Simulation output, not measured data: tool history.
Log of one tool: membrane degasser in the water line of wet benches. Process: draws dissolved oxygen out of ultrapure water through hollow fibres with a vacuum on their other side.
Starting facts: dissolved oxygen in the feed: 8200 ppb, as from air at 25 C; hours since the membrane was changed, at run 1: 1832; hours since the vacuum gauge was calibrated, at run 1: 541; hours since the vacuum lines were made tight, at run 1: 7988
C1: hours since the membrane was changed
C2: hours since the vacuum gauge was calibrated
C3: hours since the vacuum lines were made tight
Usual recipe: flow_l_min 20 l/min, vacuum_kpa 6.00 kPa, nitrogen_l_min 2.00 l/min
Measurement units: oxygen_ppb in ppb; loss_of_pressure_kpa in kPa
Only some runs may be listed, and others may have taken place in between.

Run 1, hour 0.0: usual settings; C1 1832; C2 541; C3 7988. Result: oxygen_ppb 69.3 ppb, loss_of_pressure_kpa 32.76 kPa.
Run 2, hour 195.6: usual settings; C1 2027; C2 737; C3 8183. Result: oxygen_ppb 71.2 ppb, loss_of_pressure_kpa 32.70 kPa.
Run 3, hour 371.6: usual settings but vacuum_kpa 9.50 kPa; C1 2203; C2 913; C3 8359. Result: oxygen_ppb 150.7 ppb, loss_of_pressure_kpa 32.78 kPa.
Run 4, hour 588.4: usual settings but vacuum_kpa 9.50 kPa; C1 2420; C2 1130; C3 8576. Result: oxygen_ppb 152.5 ppb, loss_of_pressure_kpa 32.91 kPa.
Run 5, hour 775.9: usual settings but flow_l_min 14 l/min; C1 2608; C2 1317; C3 8764. Result: oxygen_ppb 49.6 ppb, loss_of_pressure_kpa 22.92 kPa.
Run 6, hour 941.1: usual settings but flow_l_min 26 l/min; C1 2773; C2 1482; C3 8929. Result: oxygen_ppb 99.2 ppb, loss_of_pressure_kpa 42.93 kPa.
Run 7, hour 1078.4: usual settings but flow_l_min 31 l/min; C1 2910; C2 1620; C3 9066. Result: oxygen_ppb 128.7 ppb, loss_of_pressure_kpa 51.02 kPa.
Run 8, hour 1268.6: usual settings but flow_l_min 13 l/min; C1 3100; C2 1810; C3 9256. Result: oxygen_ppb 46.8 ppb, loss_of_pressure_kpa 21.37 kPa.
Run 9, hour 1405.3: usual settings but vacuum_kpa 9.00 kPa; C1 3237; C2 1947; C3 9393. Result: oxygen_ppb 143.9 ppb, loss_of_pressure_kpa 32.94 kPa.
Run 10, hour 1577.9: usual settings but flow_l_min 14 l/min, vacuum_kpa 9.00 kPa; C1 3410; C2 2119; C3 9566. Result: oxygen_ppb 101.5 ppb, loss_of_pressure_kpa 23.31 kPa.
Run 11, hour 1722.1: usual settings but flow_l_min 14 l/min, vacuum_kpa 9.00 kPa; C1 3554; C2 2263; C3 9710. Result: oxygen_ppb 102.6 ppb, loss_of_pressure_kpa 22.89 kPa.
Run 12, hour 1887.6: usual settings but flow_l_min 13 l/min, vacuum_kpa 9.00 kPa; C1 3719; C2 2429; C3 9875. Result: oxygen_ppb 95.0 ppb, loss_of_pressure_kpa 21.67 kPa.
At hour 1905.2: vacuum gauge calibrated.
Run 13, hour 2039.9: usual settings but vacuum_kpa 5.20 kPa; C1 3871; C2 135; C3 10027. Result: oxygen_ppb 57.0 ppb, loss_of_pressure_kpa 33.29 kPa.
Run 14, hour 2178.3: usual settings but vacuum_kpa 5.20 kPa; C1 4009; C2 273; C3 10166. Result: oxygen_ppb 55.2 ppb, loss_of_pressure_kpa 33.37 kPa.
Run 15, hour 2408.5: usual settings but flow_l_min 14 l/min, vacuum_kpa 5.20 kPa; C1 4240; C2 503; C3 10396. Result: oxygen_ppb 38.3 ppb, loss_of_pressure_kpa 23.41 kPa.
Run 16, hour 2608.2: usual settings but flow_l_min 21 l/min, vacuum_kpa 5.20 kPa; C1 4439; C2 703; C3 10595. Result: oxygen_ppb 59.3 ppb, loss_of_pressure_kpa 34.83 kPa.
Run 17, hour 2736.4: usual settings but flow_l_min 21 l/min, vacuum_kpa 5.20 kPa; C1 4567; C2 831; C3 10724. Result: oxygen_ppb 59.5 ppb, loss_of_pressure_kpa 34.87 kPa.
Run 18, hour 2908.7: usual settings but flow_l_min 19 l/min, vacuum_kpa 5.20 kPa; C1 4740; C2 1004; C3 10896. Result: oxygen_ppb 53.0 ppb, loss_of_pressure_kpa 32.03 kPa.
At hour 2992.3: vacuum gauge calibrated, once more.
Run 19, hour 3137.0: usual settings but flow_l_min 19 l/min, vacuum_kpa 5.20 kPa; C1 4968; C2 145; C3 11124. Result: oxygen_ppb 46.8 ppb, loss_of_pressure_kpa 31.60 kPa.
Run 20, hour 3261.2: usual settings but flow_l_min 26 l/min, vacuum_kpa 13.40 kPa, nitrogen_l_min 1.62 l/min; C1 5092; C2 269; C3 11248. Result: oxygen_ppb 372.6 ppb, loss_of_pressure_kpa 43.64 kPa.
Run 21, hour 3508.3: usual settings but flow_l_min 15 l/min, vacuum_kpa 7.68 kPa; C1 5339; C2 516; C3 11495. Result: oxygen_ppb 81.9 ppb, loss_of_pressure_kpa 24.87 kPa.
Run 22, hour 3672.3: usual settings but flow_l_min 15 l/min, vacuum_kpa 7.68 kPa; C1 5503; C2 680; C3 11659. Result: oxygen_ppb 82.3 ppb, loss_of_pressure_kpa 25.21 kPa.
Run 23, hour 3806.8: usual settings but flow_l_min 16 l/min, vacuum_kpa 7.68 kPa, nitrogen_l_min 2.39 l/min; C1 5637; C2 815; C3 11794. Result: oxygen_ppb 75.2 ppb, loss_of_pressure_kpa 26.62 kPa.
Run 24, hour 3975.8: usual settings but flow_l_min 13 l/min, vacuum_kpa 4.49 kPa; C1 5806; C2 984; C3 11963. Result: oxygen_ppb 21.2 ppb, loss_of_pressure_kpa 21.94 kPa.
Run 25, hour 4180.5: usual settings but flow_l_min 13 l/min, vacuum_kpa 4.49 kPa; C1 6011; C2 1188; C3 12167. Result: oxygen_ppb 21.9 ppb, loss_of_pressure_kpa 21.67 kPa.
Run 26, hour 4352.0: usual settings but flow_l_min 13 l/min, vacuum_kpa 4.49 kPa; C1 6183; C2 1360; C3 12339. Result: oxygen_ppb 21.9 ppb, loss_of_pressure_kpa 21.96 kPa.
Run 27, hour 4585.5: usual settings but flow_l_min 27 l/min, vacuum_kpa 4.66 kPa, nitrogen_l_min 4.25 l/min; C1 6416; C2 1593; C3 12572. Result: oxygen_ppb 39.0 ppb, loss_of_pressure_kpa 45.28 kPa.
Run 28, hour 4829.0: usual settings but flow_l_min 21 l/min, vacuum_kpa 4.66 kPa, nitrogen_l_min 4.25 l/min; C1 6660; C2 1837; C3 12816. Result: oxygen_ppb 22.6 ppb, loss_of_pressure_kpa 35.60 kPa.
Run 29, hour 4935.5: usual settings but flow_l_min 21 l/min, vacuum_kpa 4.66 kPa, nitrogen_l_min 4.25 l/min; C1 6766; C2 1943; C3 12922. Result: oxygen_ppb 22.8 ppb, loss_of_pressure_kpa 35.79 kPa.
Run 30, hour 5086.1: usual settings but flow_l_min 13 l/min, vacuum_kpa 4.66 kPa, nitrogen_l_min 2.60 l/min; C1 6917; C2 2094; C3 13073. Result: oxygen_ppb 19.7 ppb, loss_of_pressure_kpa 21.89 kPa.
Run 31, hour 5329.7: usual settings but nitrogen_l_min 2.20 l/min; C1 7160; C2 2337; C3 13316. Result: oxygen_ppb 66.5 ppb, loss_of_pressure_kpa 33.70 kPa.

Each run again, without the hidden state but with its own random variation kept:
The hidden state here: membrane still open, %; true pressure behind the membrane over the reading, kPa; air that leaks in behind the membrane, l/min; drift of the gauge itself on oxygen_ppb, %; drift of the gauge itself on loss_of_pressure_kpa, %.
run  oxygen_ppb  loss_of_pressure_kpa
  1        66.8                 32.40
  2        68.3                 32.30
  3       146.9                 32.34
  4       148.4                 32.42
  5        46.8                 22.55
  6        93.7                 42.21
  7       121.0                 50.11
  8        43.7                 20.96
  9       138.6                 32.29
 10        97.1                 22.82
 11        98.0                 22.38
 12        90.5                 21.18
 13        50.1                 32.49
 14        48.3                 32.55
 15        33.1                 22.80
 16        51.3                 33.87
 17        51.3                 33.89
 18        45.4                 31.10
 19        46.0                 30.62
 20       367.8                 42.27
 21        80.1                 24.04
 22        80.3                 24.34
 23        73.2                 25.67
 24        20.0                 21.15
 25        20.5                 20.85
 26        20.4                 21.11
 27        34.0                 43.45
 28        20.2                 34.12
 29        20.3                 34.28
 30        17.9                 20.94
 31        62.1                 32.17
